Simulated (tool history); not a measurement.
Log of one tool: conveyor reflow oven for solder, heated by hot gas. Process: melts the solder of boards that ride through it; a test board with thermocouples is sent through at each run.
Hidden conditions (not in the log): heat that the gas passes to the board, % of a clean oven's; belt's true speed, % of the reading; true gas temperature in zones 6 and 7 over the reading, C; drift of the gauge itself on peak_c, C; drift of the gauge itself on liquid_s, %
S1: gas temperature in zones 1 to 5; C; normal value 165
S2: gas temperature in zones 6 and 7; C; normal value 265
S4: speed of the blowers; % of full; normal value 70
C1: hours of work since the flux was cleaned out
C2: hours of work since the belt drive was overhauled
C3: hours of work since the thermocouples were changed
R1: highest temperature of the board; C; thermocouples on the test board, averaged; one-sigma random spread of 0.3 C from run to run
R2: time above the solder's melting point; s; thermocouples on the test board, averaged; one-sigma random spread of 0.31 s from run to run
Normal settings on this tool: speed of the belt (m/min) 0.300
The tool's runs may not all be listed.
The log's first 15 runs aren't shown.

run 16 hour=206.8 | S1=180 S2=265 speed_of_the_belt_(m/min)=0.303 S4=62 | C1=129 C2=170 C3=361 | R1=253.6 R2=95.3
run 17 hour=222.0 | S1=180 S2=265 speed_of_the_belt_(m/min)=0.303 S4=62 | C1=137 C2=177 C3=368 | R1=253.8 R2=95.7
run 18 hour=239.0 | S1=179 S2=265 speed_of_the_belt_(m/min)=0.254 S4=68 | C1=145 C2=185 C3=377 | R1=258.0 R2=120.8
run 19 hour=254.1 | S1=179 S2=265 speed_of_the_belt_(m/min)=0.254 S4=68 | C1=152 C2=193 C3=384 | R1=258.3 R2=121.0
run 20 hour=275.0 | S1=165 S2=259 speed_of_the_belt_(m/min)=0.300 S4=79 | C1=162 C2=203 C3=394 | R1=249.9 R2=86.8
run 21 hour=295.4 | S1=165 S2=264 speed_of_the_belt_(m/min)=0.276 S4=79 | C1=172 C2=213 C3=404 | R1=256.3 R2=102.5
run 22 hour=312.5 | S1=165 S2=264 speed_of_the_belt_(m/min)=0.276 S4=79 | C1=180 C2=221 C3=412 | R1=256.3 R2=102.1
run 23 hour=328.1 | S1=165 S2=264 speed_of_the_belt_(m/min)=0.276 S4=79 | C1=188 C2=229 C3=420 | R1=256.1 R2=102.5
run 24 hour=337.0 | S1=165 S2=264 speed_of_the_belt_(m/min)=0.276 S4=79 | C1=192 C2=233 C3=424 | R1=256.5 R2=102.9
run 25 hour=351.8 | S1=156 S2=264 speed_of_the_belt_(m/min)=0.312 S4=79 | C1=200 C2=240 C3=431 | R1=252.7 R2=81.8
run 26 hour=372.6 | S1=156 S2=264 speed_of_the_belt_(m/min)=0.312 S4=63 | C1=210 C2=250 C3=441 | R1=248.5 R2=75.3
run 27 hour=384.7 | S1=160 S2=255 speed_of_the_belt_(m/min)=0.315 S4=63 | C1=215 C2=256 C3=447 | R1=239.8 R2=64.9
run 28 hour=403.2 | S1=160 S2=255 speed_of_the_belt_(m/min)=0.315 S4=53 | C1=224 C2=265 C3=456 | R1=238.3 R2=58.3
run 29 hour=411.7 | S1=160 S2=255 speed_of_the_belt_(m/min)=0.315 S4=67 | C1=229 C2=269 C3=460 | R1=241.8 R2=68.0
run 30 hour=432.4 | S1=173 S2=255 speed_of_the_belt_(m/min)=0.261 S4=67 | C1=239 C2=279 C3=471 | R1=247.6 R2=103.0

5 ways to go on from here, each from the tool as it stands after run 30. What would each give?
run A hour=448.3 | S1=173 S2=255 speed_of_the_belt_(m/min)=0.296 S4=67 | C1=246 C2=287 C3=478 | R1=? R2=?
run B hour=448.3 | S1=165 S2=265 speed_of_the_belt_(m/min)=0.312 S4=70 | C1=246 C2=287 C3=478 | R1=? R2=?
run C hour=448.3 | S1=164 S2=265 speed_of_the_belt_(m/min)=0.300 S4=70 | C1=246 C2=287 C3=478 | R1=? R2=?
run D hour=448.3 | S1=176 S2=265 speed_of_the_belt_(m/min)=0.274 S4=62 | C1=246 C2=287 C3=478 | R1=? R2=?
run E hour=448.3 | S1=165 S2=265 speed_of_the_belt_(m/min)=0.293 S4=56 | C1=246 C2=287 C3=478 | R1=? R2=?

run=A R1=245.8 R2=85.5
run=B R1=252.1 R2=84.2
run=C R1=253.6 R2=89.1
run=D R1=255.7 R2=106.3
run=E R1=250.9 R2=87.0
Without the tool's unlogged condition, the same runs would have read:
run=A R1=245.9 R2=85.6
run=B R1=252.2 R2=84.3
run=C R1=253.7 R2=89.2
run=D R1=255.7 R2=106.4
run=E R1=250.9 R2=87.1
